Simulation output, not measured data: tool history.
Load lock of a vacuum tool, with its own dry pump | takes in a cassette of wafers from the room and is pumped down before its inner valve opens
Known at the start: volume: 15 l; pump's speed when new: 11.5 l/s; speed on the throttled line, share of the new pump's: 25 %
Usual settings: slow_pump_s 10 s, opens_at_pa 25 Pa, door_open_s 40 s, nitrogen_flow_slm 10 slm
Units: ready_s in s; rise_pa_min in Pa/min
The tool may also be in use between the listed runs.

run     hour  slow_pump_s  opens_at_pa  door_open_s  nitrogen_flow_slm  incoming humidity of the room's air, %  ready_s  rise_pa_min
  1      0.0           10           25           40                 10                                    41.6     18.4        0.120
  2    592.4           10           20           40                 10                                    41.1     19.6        0.120
  3   1268.5           10           20           40                 10                                    43.8     19.3        0.129
  4   1949.4           10           20           40                 10                                    46.1     18.9        0.136
  5   2584.6           10           20           40                 10                                    45.4     19.9        0.132
  6   3009.4           10           20           40                 10                                    40.2     19.6        0.138
  7   3601.5           10           25           40                 10                                    41.6     19.4        0.146
  8   3917.3           10           25           40                 10                                    45.9     19.3        0.146
  9   4233.9           10           25           40                 10                                    45.1     20.0        0.139
 10   4844.3           10           25           40                 10                                    42.7     19.9        0.145
 11   5492.2           10           25           40                 10                                    43.5     20.2        0.159
 12   6056.5           10           25           40                 10                                    45.7     20.0        0.164
 13   6481.0           10           25           40                 10                                    44.7     20.3        0.164
 14   6960.2           10           25           40                 10                                    44.6     20.5        0.162
 15   7401.9           10           25           40                 10                                    45.3     20.9        0.175
 16   7914.4           10           32           40                 10                                    44.5     20.0        0.169
 17   8266.2           10           32           40                 10                                    48.7     20.2        0.175
 18   8722.7           10           37           40                 10                                    45.4     20.7        0.182
      9078.3  -- dry pump taken out, an overhauled one fitted
 19   9103.6           10           37           40                 10                                    44.4     17.8        0.185
 20   9676.3            8           21           94                 17                                    44.9     17.2        0.193
 21  10063.4           10           25           40                 24                                    45.0     18.5        0.181
 22  10632.6           10           25          230                  6                                    49.2     18.6        0.270
 23  11193.0           10           25          230                  6                                    47.4     19.1        0.270
 24  11754.6           10           25          230                  6                                    46.2     18.7        0.271
     12092.0  -- door's seal changed, seat wiped
 25  12401.2           10           25          230                  6                                    49.4     19.3        0.121
 26  12793.1           10           25          230                  6                                    47.2     19.3        0.115
 27  13228.5            6           25           40                 11                                    45.0     16.5        0.051
 28  13602.8            6           25           40                  6                                    47.7     16.5        0.062
 29  13938.3            6           25          208                  6                                    46.6     16.5        0.107
 30  14289.5            6           25          208                  6                                    44.3     17.1        0.111
 31  14616.2            7           19          158                 10                                    45.2     18.2        0.087
 32  15053.6            9           47          158                 10                                    47.7     17.8        0.089

Forecast each of these 3 alternatives for the next run:
  A  15587.1            7           47          158                 10                                    45.0        ?            ?
  B  15587.1           19           27           40                 17                                    46.3        ?            ?
  C  15587.1           10           47          158                 31                                    44.5        ?            ?

run  ready_s  rise_pa_min
  A     16.5        0.088
  B     26.3        0.053
  C     19.0        0.058
Without the tool's hidden state the same runs would have given:
run  ready_s  rise_pa_min
  A     15.2        0.078
  B     25.3        0.043
  C     17.8        0.048

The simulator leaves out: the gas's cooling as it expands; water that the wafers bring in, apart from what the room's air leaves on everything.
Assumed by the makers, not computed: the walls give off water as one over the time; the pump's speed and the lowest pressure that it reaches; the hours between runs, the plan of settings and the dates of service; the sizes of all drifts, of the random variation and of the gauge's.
